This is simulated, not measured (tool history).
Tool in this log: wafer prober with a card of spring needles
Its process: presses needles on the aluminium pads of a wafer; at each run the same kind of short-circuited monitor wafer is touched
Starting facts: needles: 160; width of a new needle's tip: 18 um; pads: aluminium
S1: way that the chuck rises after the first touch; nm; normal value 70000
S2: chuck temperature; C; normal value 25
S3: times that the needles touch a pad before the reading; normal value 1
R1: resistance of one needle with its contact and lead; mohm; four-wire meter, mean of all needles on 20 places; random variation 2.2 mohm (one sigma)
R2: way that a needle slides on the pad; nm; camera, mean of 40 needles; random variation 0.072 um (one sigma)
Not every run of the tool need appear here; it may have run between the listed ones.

| run | day | S1 | S2 | S3 | R1 | R2 |
|---|---|---|---|---|---|---|
| 1 | 0.000 | 70000 | 25 | 1 | 273 | 17830 |
|  | 0.083 | tips cleaned on abrasive film |
|  | 0.221 | tips cleaned on abrasive film |
| 2 | 0.342 | 70000 | 25 | 1 | 292 | 17830 |
|  | 0.375 | tips cleaned on abrasive film |
|  | 0.521 | tips cleaned on abrasive film |
| 3 | 0.550 | 70000 | 25 | 1 | 263 | 17670 |
|  | 0.650 | tips cleaned on abrasive film |
|  | 0.796 | tips cleaned on abrasive film |
| 4 | 0.796 | 70000 | 25 | 1 | 252 | 17690 |
|  | 0.933 | tips cleaned on abrasive film |
| 5 | 1.021 | 70000 | 25 | 3 | 259 | 17760 |
|  | 1.083 | tips cleaned on abrasive film |
|  | 1.225 | tips cleaned on abrasive film |
|  | 1.358 | tips cleaned on abrasive film |
| 6 | 1.383 | 70000 | 25 | 3 | 253 | 17640 |
|  | 1.496 | tips cleaned on abrasive film |
|  | 1.650 | tips cleaned on abrasive film |
|  | 1.792 | tips cleaned on abrasive film |
| 7 | 1.838 | 70000 | 25 | 1 | 274 | 17500 |
|  | 1.925 | tips cleaned on abrasive film |
|  | 2.071 | tips cleaned on abrasive film |
| 8 | 2.079 | 70000 | 25 | 1 | 256 | 17490 |
|  | 2.217 | tips cleaned on abrasive film |
|  | 2.350 | tips cleaned on abrasive film |
| 9 | 2.350 | 70000 | 25 | 1 | 251 | 17410 |
|  | 2.500 | tips cleaned on abrasive film |
|  | 2.646 | tips cleaned on abrasive film |
|  | 2.779 | tips cleaned on abrasive film |
| 10 | 2.779 | 70000 | 25 | 1 | 251 | 17270 |
|  | 2.917 | tips cleaned on abrasive film |
| 11 | 2.962 | 65000 | 25 | 1 | 279 | 15920 |
|  | 3.058 | tips cleaned on abrasive film |
|  | 3.200 | tips cleaned on abrasive film |
|  | 3.325 | tips cleaned on abrasive film |
| 12 | 3.412 | 65000 | 53 | 1 | 299 | 15940 |
|  | 3.467 | tips cleaned on abrasive film |
|  | 3.600 | height of the first contact set anew |
|  | 3.633 | tips cleaned on abrasive film |
|  | 3.779 | tips cleaned on abrasive film |
| 13 | 3.779 | 65000 | 63 | 2 | 263 | 16700 |
|  | 3.921 | tips cleaned on abrasive film |
|  | 4.050 | tips cleaned on abrasive film |
| 14 | 4.050 | 53000 | 32 | 2 | 260 | 13550 |
|  | 4.192 | tips cleaned on abrasive film |
|  | 4.333 | tips cleaned on abrasive film |
| 15 | 4.333 | 53000 | 32 | 2 | 265 | 13480 |
|  | 4.479 | tips cleaned on abrasive film |
|  | 4.604 | tips cleaned on abrasive film |
| 16 | 4.621 | 53000 | 32 | 2 | 268 | 13370 |
|  | 4.750 | tips cleaned on abrasive film |
|  | 4.892 | tips cleaned on abrasive film |
| 17 | 4.892 | 53000 | 32 | 2 | 263 | 13390 |
|  | 5.038 | tips cleaned on abrasive film |
| 18 | 5.138 | 70000 | 49 | 1 | 294 | 17760 |
|  | 5.171 | tips cleaned on abrasive film |
|  | 5.321 | tips cleaned on abrasive film |
|  | 5.450 | tips cleaned on abrasive film |
| 19 | 5.471 | 70000 | 55 | 2 | 260 | 17620 |
|  | 5.592 | tips cleaned on abrasive film |
| 20 | 5.675 | 70000 | 42 | 2 | 277 | 17640 |
|  | 5.738 | tips cleaned on abrasive film |
|  | 5.867 | tips cleaned on abrasive film |
|  | 6.000 | tips cleaned on abrasive film |
| 21 | 6.042 | 88000 | 42 | 2 | 258 | 22120 |
|  | 6.146 | tips cleaned on abrasive film |
|  | 6.283 | tips cleaned on abrasive film |
|  | 6.417 | tips cleaned on abrasive film |
| 22 | 6.492 | 63000 | 25 | 1 | 288 | 15650 |
|  | 6.542 | tips cleaned on abrasive film |
|  | 6.675 | tips cleaned on abrasive film |
|  | 6.829 | tips cleaned on abrasive film |
| 23 | 6.875 | 63000 | 25 | 2 | 269 | 15600 |

Consider 4 possible next runs. They are alternatives, not a sequence: every one starts from the tool as it was left by run 23. What does each give?
|  | 6.967 | tips cleaned on abrasive film |
|  | 7.100 | tips cleaned on abrasive film |
|  | 7.233 | tips cleaned on abrasive film |
| A | 7.283 | 63000 | 25 | 3 | ? | ? |
|  | 6.967 | tips cleaned on abrasive film |
|  | 7.100 | tips cleaned on abrasive film |
|  | 7.233 | tips cleaned on abrasive film |
| B | 7.283 | 78000 | 71 | 1 | ? | ? |
|  | 6.967 | tips cleaned on abrasive film |
|  | 7.100 | tips cleaned on abrasive film |
|  | 7.233 | tips cleaned on abrasive film |
| C | 7.283 | 64000 | 25 | 1 | ? | ? |
|  | 6.967 | tips cleaned on abrasive film |
|  | 7.100 | tips cleaned on abrasive film |
|  | 7.233 | tips cleaned on abrasive film |
| D | 7.283 | 81000 | 30 | 1 | ? | ? |

| run | R1 | R2 |
|---|---|---|
| A | 264 | 15430 |
| B | 282 | 19410 |
| C | 292 | 15580 |
| D | 274 | 20140 |
Without the tool's unlogged condition, the same runs would have read:
| run | R1 | R2 |
|---|---|---|
| A | 246 | 16170 |
| B | 255 | 20150 |
| C | 250 | 16310 |
| D | 247 | 20880 |

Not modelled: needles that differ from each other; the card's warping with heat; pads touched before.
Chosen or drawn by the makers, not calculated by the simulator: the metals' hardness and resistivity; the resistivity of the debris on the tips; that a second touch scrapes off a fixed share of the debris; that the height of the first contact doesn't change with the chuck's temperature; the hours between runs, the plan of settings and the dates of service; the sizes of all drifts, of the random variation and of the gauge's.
